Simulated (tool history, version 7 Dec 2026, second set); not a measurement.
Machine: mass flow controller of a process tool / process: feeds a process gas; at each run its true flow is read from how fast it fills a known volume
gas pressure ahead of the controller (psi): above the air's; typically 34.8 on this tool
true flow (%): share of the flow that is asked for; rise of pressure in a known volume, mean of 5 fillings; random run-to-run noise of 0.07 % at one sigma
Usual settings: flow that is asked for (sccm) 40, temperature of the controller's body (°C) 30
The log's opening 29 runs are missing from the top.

| run | hour | flow that is asked for (sccm) | gas pressure ahead of the controller (psi) | temperature of the controller's body (°C) | hours of work since the controller was set to zero | hours of work since the controller was changed | true flow (%) |
|---|---|---|---|---|---|---|---|
| 30 | 8187.5 | 50 | 35 | 35 | 4647 | 4647 | 97.44 |
| 31 | 8540.2 | 50 | 24.1 | 33 | 4843 | 4843 | 97.79 |
| 32 | 8778.8 | 33 | 34.8 | 39 | 4976 | 4976 | 96.69 |
| 33 | 9024.4 | 46 | 28.3 | 30 | 5112 | 5112 | 97.45 |
| 34 | 9305 | 17 | 21.2 | 23 | 5268 | 5268 | 97.63 |
| 35 | 9497.9 | 18 | 26.4 | 30 | 5375 | 5375 | 96.81 |
| 36 | 9873.9 | 18 | 26.4 | 30 | 5583 | 5583 | 96.73 |
| 37 | 10247.3 | 40 | 21 | 32 | 5790 | 5790 | 97.27 |
| 38 | 10494.1 | 10 | 34.8 | 36 | 5927 | 5927 | 95.59 |
| 39 | 10776.6 | 47 | 34.8 | 30 | 6084 | 6084 | 96.49 |
| 40 | 11068.4 | 47 | 34.8 | 30 | 6246 | 6246 | 96.3 |
| 41 | 11426.8 | 16 | 34.8 | 21 | 6445 | 6445 | 95.9 |
|  | 11502 | controller's zero set anew |
| 42 | 11683.6 | 69 | 30.3 | 32 | 101 | 6587 | 96.33 |
| 43 | 11876.6 | 40 | 27.4 | 30 | 208 | 6694 | 96.02 |
| 44 | 12113.4 | 24 | 35.5 | 23 | 339 | 6826 | 95.6 |
| 45 | 12302.1 | 52 | 29.6 | 24 | 444 | 6930 | 96.33 |
| 46 | 12538.7 | 52 | 29.6 | 31 | 575 | 7062 | 95.81 |
| 47 | 12820 | 52 | 29.6 | 31 | 731 | 7218 | 95.8 |

Predict each of these 5 candidate next runs independently; none follows another, all start after run 47:
| A | 13142.9 | 76 | 31.9 | 31 | 911 | 7397 | ? |
| B | 13142.9 | 52 | 35.1 | 31 | 911 | 7397 | ? |
| C | 13142.9 | 72 | 30.5 | 30 | 911 | 7397 | ? |
| D | 13142.9 | 13 | 26.5 | 32 | 911 | 7397 | ? |
| E | 13142.9 | 40 | 34.8 | 25 | 911 | 7397 | ? |

| run | true flow (%) |
|---|---|
| A | 95.75 |
| B | 95.33 |
| C | 95.91 |
| D | 95.08 |
| E | 95.42 |
With no hidden state in the tool, these same runs would have given:
| run | true flow (%) |
|---|---|
| A | 99.15 |
| B | 98.71 |
| C | 99.31 |
| D | 98.46 |
| E | 98.81 |
